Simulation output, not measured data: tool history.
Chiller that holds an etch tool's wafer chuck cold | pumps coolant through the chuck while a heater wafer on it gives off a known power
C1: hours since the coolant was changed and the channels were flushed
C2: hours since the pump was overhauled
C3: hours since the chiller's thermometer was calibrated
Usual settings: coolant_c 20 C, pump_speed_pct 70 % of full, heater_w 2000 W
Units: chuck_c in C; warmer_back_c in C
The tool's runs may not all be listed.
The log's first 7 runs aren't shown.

Run 8, hour 992.8: usual settings; C1 1517; C2 4313; C3 334. Result: chuck_c 32.8 C, warmer_back_c 5.59 C.
Run 9, hour 1112.4: usual settings but heater_w 2217 W; C1 1636; C2 4433; C3 454. Result: chuck_c 34.1 C, warmer_back_c 6.23 C.
Run 10, hour 1188.4: usual settings; C1 1712; C2 4509; C3 530. Result: chuck_c 32.7 C, warmer_back_c 5.6 C.
Run 11, hour 1336.4: usual settings; C1 1860; C2 4657; C3 678. Result: chuck_c 32.8 C, warmer_back_c 5.57 C.
Run 12, hour 1454: usual settings but pump_speed_pct 67 % of full; C1 1978; C2 4774; C3 796. Result: chuck_c 33.2 C, warmer_back_c 5.83 C.
Run 13, hour 1533.9: usual settings; C1 2058; C2 4854; C3 876. Result: chuck_c 32.8 C, warmer_back_c 5.58 C.
Run 14, hour 1624.6: usual settings; C1 2149; C2 4945; C3 966. Result: chuck_c 33 C, warmer_back_c 5.65 C.
Run 15, hour 1697.9: usual settings; C1 2222; C2 5018; C3 1040. Result: chuck_c 32.8 C, warmer_back_c 5.68 C.
Run 16, hour 1817.1: usual settings but pump_speed_pct 83 % of full; C1 2341; C2 5137; C3 1159. Result: chuck_c 31.7 C, warmer_back_c 4.74 C.
Run 17, hour 1984.4: usual settings but coolant_c 16 C, pump_speed_pct 83 % of full, heater_w 2572 W; C1 2508; C2 5304; C3 1326. Result: chuck_c 31 C, warmer_back_c 6.11 C.
Run 18, hour 2127.7: usual settings but coolant_c 12 C, pump_speed_pct 96 % of full, heater_w 2572 W; C1 2652; C2 5448; C3 1469. Result: chuck_c 25.8 C, warmer_back_c 5.3 C.
Run 19, hour 2211.7: usual settings but coolant_c 12 C, pump_speed_pct 96 % of full, heater_w 2572 W; C1 2736; C2 5532; C3 1553. Result: chuck_c 25.7 C, warmer_back_c 5.27 C.
Run 20, hour 2350.5: usual settings but coolant_c 12 C, pump_speed_pct 75 % of full, heater_w 2109 W; C1 2874; C2 5671; C3 1692. Result: chuck_c 25 C, warmer_back_c 5.54 C.
Run 21, hour 2519.1: usual settings but coolant_c 12 C, pump_speed_pct 75 % of full, heater_w 2109 W; C1 3043; C2 5839; C3 1861. Result: chuck_c 25.1 C, warmer_back_c 5.58 C.
Run 22, hour 2608.7: usual settings but coolant_c 11 C, pump_speed_pct 85 % of full, heater_w 1016 W; C1 3133; C2 5929; C3 1950. Result: chuck_c 16.8 C, warmer_back_c 2.34 C.
Run 23, hour 2717.2: usual settings but coolant_c 11 C, pump_speed_pct 85 % of full, heater_w 1016 W; C1 3241; C2 6037; C3 2059. Result: chuck_c 16.9 C, warmer_back_c 2.35 C.
Run 24, hour 2874.8: usual settings but coolant_c 11 C, pump_speed_pct 85 % of full, heater_w 1016 W; C1 3399; C2 6195; C3 2217. Result: chuck_c 16.8 C, warmer_back_c 2.32 C.
Run 25, hour 3021.5: usual settings but coolant_c 24 C, pump_speed_pct 96 % of full, heater_w 2840 W; C1 3545; C2 6342; C3 2363. Result: chuck_c 39.2 C, warmer_back_c 5.86 C.
At hour 3071.4: coolant pump overhauled.
Run 26, hour 3096.7: usual settings but coolant_c 19 C, pump_speed_pct 67 % of full, heater_w 1560 W; C1 3616; C2 25; C3 2433. Result: chuck_c 29.2 C, warmer_back_c 4.64 C.
Run 27, hour 3226.7: usual settings but coolant_c 21 C, heater_w 1047 W; C1 3746; C2 155; C3 2563. Result: chuck_c 27.4 C, warmer_back_c 2.95 C.
Run 28, hour 3328.3: usual settings but coolant_c 22 C, pump_speed_pct 69 % of full, heater_w 1047 W; C1 3847; C2 257; C3 2665. Result: chuck_c 28.9 C, warmer_back_c 2.99 C.
Run 29, hour 3432.3: usual settings but coolant_c 28 C, heater_w 1332 W; C1 3951; C2 361; C3 2769. Result: chuck_c 36.5 C, warmer_back_c 3.68 C.
Run 30, hour 3534.8: usual settings but coolant_c 30 C, pump_speed_pct 96 % of full, heater_w 2942 W; C1 4054; C2 463; C3 2871. Result: chuck_c 45.6 C, warmer_back_c 6.09 C.
Run 31, hour 3694: usual settings but coolant_c 14 C, pump_speed_pct 63 % of full, heater_w 2849 W; C1 4213; C2 623; C3 3031. Result: chuck_c 33.5 C, warmer_back_c 8.84 C.
Run 32, hour 3766.6: usual settings but coolant_c 23 C, pump_speed_pct 76 % of full; C1 4285; C2 695; C3 3103. Result: chuck_c 35.2 C, warmer_back_c 5.18 C.

4 ways to go on from here, each from the tool as it stands after run 32. What would each give?
Run A, hour 3895.9: usual settings but coolant_c 24 C, pump_speed_pct 90 % of full, heater_w 1231 W; C1 4415; C2 824; C3 3233. Result: chuck_c ?, warmer_back_c ?.
Run B, hour 3895.9: usual settings but coolant_c 23 C, pump_speed_pct 69 % of full, heater_w 2511 W; C1 4415; C2 824; C3 3233. Result: chuck_c ?, warmer_back_c ?.
Run C, hour 3895.9: usual settings; C1 4415; C2 824; C3 3233. Result: chuck_c ?, warmer_back_c ?.
Run D, hour 3895.9: usual settings but coolant_c 26 C, heater_w 1254 W; C1 4415; C2 824; C3 3233. Result: chuck_c ?, warmer_back_c ?.

run  chuck_c  warmer_back_c
  A     30.8           2.67
  B     39.2           7.09
  C     32.9           5.55
  D     34.2           3.47
Without the tool's hidden state the same runs would have given:
run  chuck_c  warmer_back_c
  A     30.8           2.67
  B     39.2           7.09
  C     32.9           5.55
  D     34.2           3.47
